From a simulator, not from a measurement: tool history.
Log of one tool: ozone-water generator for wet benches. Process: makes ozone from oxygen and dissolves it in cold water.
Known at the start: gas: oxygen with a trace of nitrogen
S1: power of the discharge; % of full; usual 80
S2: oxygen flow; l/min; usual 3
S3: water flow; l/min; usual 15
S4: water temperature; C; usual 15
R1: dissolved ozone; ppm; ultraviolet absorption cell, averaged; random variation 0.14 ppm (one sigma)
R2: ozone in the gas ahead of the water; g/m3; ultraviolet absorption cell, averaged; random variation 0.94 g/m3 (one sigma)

run,hour,S1,S2,S3,S4,R1,R2
1,0,80,3,15,15,16.1,158.6
2,77.3,80,3,15,15,16.2,157.6
3,149.8,80,3,15,15,16.2,159.8
4,233.9,80,3,15,15,16.2,157.7
5,287.2,80,3,15,15,16.4,158.3
6,389.6,80,3,15,15,16.2,158.1
7,460.7,80,3,15,15,15.9,158.1

The next listed run, before its measurement:
8,518.7,80,2,15,15,?,?

Run 8 gave R1 15.6 ppm, R2 197.7 g/m3.
Without the tool's hidden state the same run would have given R1 15.6 ppm, R2 199.6 g/m3.

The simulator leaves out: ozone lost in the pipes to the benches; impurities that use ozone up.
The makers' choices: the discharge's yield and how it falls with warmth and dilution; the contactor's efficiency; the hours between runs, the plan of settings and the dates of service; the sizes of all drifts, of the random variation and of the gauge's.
